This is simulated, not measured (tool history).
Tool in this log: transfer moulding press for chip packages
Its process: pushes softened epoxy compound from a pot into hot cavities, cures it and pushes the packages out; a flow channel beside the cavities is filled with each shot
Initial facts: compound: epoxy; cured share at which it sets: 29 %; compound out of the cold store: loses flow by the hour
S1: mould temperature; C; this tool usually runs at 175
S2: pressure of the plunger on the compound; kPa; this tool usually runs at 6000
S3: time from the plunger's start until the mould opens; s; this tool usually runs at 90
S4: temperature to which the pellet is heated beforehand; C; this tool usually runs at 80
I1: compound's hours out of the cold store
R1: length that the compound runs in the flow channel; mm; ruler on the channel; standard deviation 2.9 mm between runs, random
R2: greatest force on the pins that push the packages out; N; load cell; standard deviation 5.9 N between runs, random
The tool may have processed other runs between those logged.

Run 1, hour 0.0: usual settings; I1 43.1. Result: R1 621 mm, R2 213 N.
Run 2, hour 7.9: usual settings; I1 41.0. Result: R1 628 mm, R2 206 N.
Run 3, hour 17.1: usual settings; I1 28.1. Result: R1 658 mm, R2 217 N.
At hour 26.8: cavities cleaned with cleaning compound and waxed.
Run 4, hour 29.5: usual settings; I1 19.3. Result: R1 682 mm, R2 218 N.
At hour 37.9: plunger's sealing rings changed.
Run 5, hour 42.2: usual settings; I1 11.6. Result: R1 697 mm, R2 215 N.
Run 6, hour 51.0: usual settings but S1 180 C; I1 33.6. Result: R1 635 mm, R2 194 N.
Run 7, hour 62.6: usual settings; I1 14.0. Result: R1 699 mm, R2 224 N.
Run 8, hour 69.6: usual settings; I1 16.5. Result: R1 690 mm, R2 219 N.
Run 9, hour 74.7: usual settings but S1 180 C; I1 13.3. Result: R1 683 mm, R2 183 N.
Run 10, hour 81.3: usual settings but S3 89 s, S4 72 C; I1 21.2. Result: R1 677 mm, R2 222 N.
At hour 86.4: cavities cleaned with cleaning compound and waxed.
Run 11, hour 88.7: usual settings but S1 167 C, S2 6210 kPa, S3 89 s, S4 72 C; I1 9.6. Result: R1 739 mm, R2 391 N.
Run 12, hour 97.1: usual settings but S1 167 C, S2 6210 kPa, S3 89 s, S4 72 C; I1 10.7. Result: R1 737 mm, R2 405 N.
Run 13, hour 105.3: usual settings but S4 79 C; I1 22.0. Result: R1 676 mm, R2 221 N.
Run 14, hour 115.4: usual settings but S3 128 s; I1 36.6. Result: R1 637 mm, R2 176 N.
Run 15, hour 121.3: usual settings but S4 83 C; I1 25.8. Result: R1 665 mm, R2 210 N.
Run 16, hour 132.3: usual settings but S4 71 C; I1 10.3. Result: R1 713 mm, R2 230 N.
At hour 143.7: cavities cleaned with cleaning compound and waxed.
Run 17, hour 143.8: usual settings but S3 87 s, S4 71 C; I1 42.4. Result: R1 623 mm, R2 227 N.
Run 18, hour 153.8: usual settings but S3 87 s, S4 71 C; I1 18.3. Result: R1 679 mm, R2 224 N.

What if the next run were any one of these 5? Each begins from the tool's condition after run 18:
Run A, hour 161.9: usual settings but S2 5680 kPa, S3 117 s, S4 71 C; I1 34.1. Result: R1 ?, R2 ?.
Run B, hour 161.9: usual settings but S4 75 C; I1 34.2. Result: R1 ?, R2 ?.
Run C, hour 161.9: usual settings but S1 172 C, S2 6730 kPa, S4 78 C; I1 41.7. Result: R1 ?, R2 ?.
Run D, hour 161.9: usual settings but S1 172 C; I1 37.9. Result: R1 ?, R2 ?.
Run E, hour 161.9: usual settings but S3 126 s, S4 77 C; I1 28.9. Result: R1 ?, R2 ?.

run   R1   R2
  A  627  192
  B  644  222
  C  674  246
  D  642  256
  E  657  190
With the hidden condition removed and each run's random variation left untouched, the same runs would have given:
run   R1   R2
  A  627  191
  B  645  220
  C  674  244
  D  642  254
  E  657  188
